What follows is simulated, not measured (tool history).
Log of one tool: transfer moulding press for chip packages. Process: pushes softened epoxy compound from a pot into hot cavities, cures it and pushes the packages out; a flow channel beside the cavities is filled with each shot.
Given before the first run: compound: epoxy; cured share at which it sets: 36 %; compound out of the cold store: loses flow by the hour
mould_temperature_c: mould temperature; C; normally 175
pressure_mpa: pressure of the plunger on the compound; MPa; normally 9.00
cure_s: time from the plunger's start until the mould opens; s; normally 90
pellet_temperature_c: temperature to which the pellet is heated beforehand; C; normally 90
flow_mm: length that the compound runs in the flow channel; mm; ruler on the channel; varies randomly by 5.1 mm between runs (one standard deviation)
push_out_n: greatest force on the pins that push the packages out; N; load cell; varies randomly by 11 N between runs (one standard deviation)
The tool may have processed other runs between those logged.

run    hour  mould_temperature_c  pressure_mpa  cure_s  pellet_temperature_c  incoming compound's hours out of the cold store  flow_mm  push_out_n
  1     0.0                  175          9.00      90                    90                                             44.7      641         604
  2    33.0                  172          9.00      90                    90                                             26.6      719         925
       53.7  -- cavities cleaned with cleaning compound and waxed
  3    80.6                  172          9.00      90                    90                                             42.8      653         813
      118.7  -- cavities cleaned with cleaning compound and waxed
  4   124.4                  172          9.00      90                    90                                             42.3      657         690
  5   162.2                  175          9.00      90                    90                                             32.1      674         817
      182.8  -- cavities cleaned with cleaning compound and waxed
  6   199.8                  175          9.00     120                    90                                             26.4      699         569
  7   241.3                  175          9.00      94                    90                                             21.3      729         828
      247.2  -- cavities cleaned with cleaning compound and waxed
  8   273.2                  175          9.00      94                    90                                             14.9      748         718
  9   304.1                  175          7.80      94                    90                                             43.1      585         815
      312.0  -- cavities cleaned with cleaning compound and waxed
 10   347.7                  175          7.80      94                    90                                             29.5      634         722
      374.2  -- mould's thermocouples calibrated
      378.0  -- cavities cleaned with cleaning compound and waxed
 11   393.7                  175          7.80      94                    90                                             15.4      684         598
 12   421.6                  175          7.80      94                    90                                             12.5      692         757
      443.3  -- cavities cleaned with cleaning compound and waxed
 13   472.9                  175         10.52      90                    90                                             46.9      653         640
      508.6  -- cavities cleaned with cleaning compound and waxed
 14   508.6                  175          9.00      90                    81                                             33.9      656         501
      538.8  -- plunger's sealing rings changed
 15   562.1                  175          6.87      90                    90                                             43.0      558         763
      577.1  -- cavities cleaned with cleaning compound and waxed
 16   613.9                  175          6.87      90                    90                                             16.6      655         741
 17   638.6                  175          6.87      90                    90                                             45.7      555         805
      642.5  -- cavities cleaned with cleaning compound and waxed
 18   667.6                  179         10.62      89                    85                                             19.3      781         610
 19   701.8                  179         10.62      89                    85                                              8.2      836         756
      707.3  -- cavities cleaned with cleaning compound and waxed
 20   733.4                  179         10.62      89                    85                                             24.3      753         626
      771.2  -- cavities cleaned with cleaning compound and waxed
 21   784.3                  179         10.62      89                    85                                             28.5      735         540
 22   818.1                  175          9.00      90                    99                                             35.8      658         716
      835.0  -- cavities cleaned with cleaning compound and waxed
 23   847.0                  175          9.00      90                    99                                             46.7      620         565
 24   880.1                  176          8.72      90                    99                                             24.9      679         729
      901.8  -- cavities cleaned with cleaning compound and waxed
 25   913.1                  175          6.80      81                    90                                             16.7      641         690
      967.0  -- cavities cleaned with cleaning compound and waxed
 26   967.0                  177          9.00     125                    90                                             33.6      655         456
 27  1009.5                  177          9.00     125                    90                                             42.9      616         659

The logged runs with the hidden state left out (each run's random variation unchanged):
What the log doesn't record here: true mould temperature over the reading, C; pressure that reaches the compound, % of what is set; grip of the stained cavities, % over clean ones'; drift of the gauge itself on flow_mm, %; drift of the gauge itself on push_out_n, %.
run  flow_mm  push_out_n
  1      641         490
  2      719         570
  3      655         560
  4      661         570
  5      681         516
  6      707         458
  7      740         500
  8      761         505
  9      597         489
 10      649         489
 11      711         489
 12      720         512
 13      683         477
 14      688         497
 15      560         501
 16      659         515
 17      559         494
 18      788         464
 19      846         478
 20      763         473
 21      747         463
 22      671         480
 23      634         481
 24      696         491
 25      658         575
 26      675         445
 27      638         441

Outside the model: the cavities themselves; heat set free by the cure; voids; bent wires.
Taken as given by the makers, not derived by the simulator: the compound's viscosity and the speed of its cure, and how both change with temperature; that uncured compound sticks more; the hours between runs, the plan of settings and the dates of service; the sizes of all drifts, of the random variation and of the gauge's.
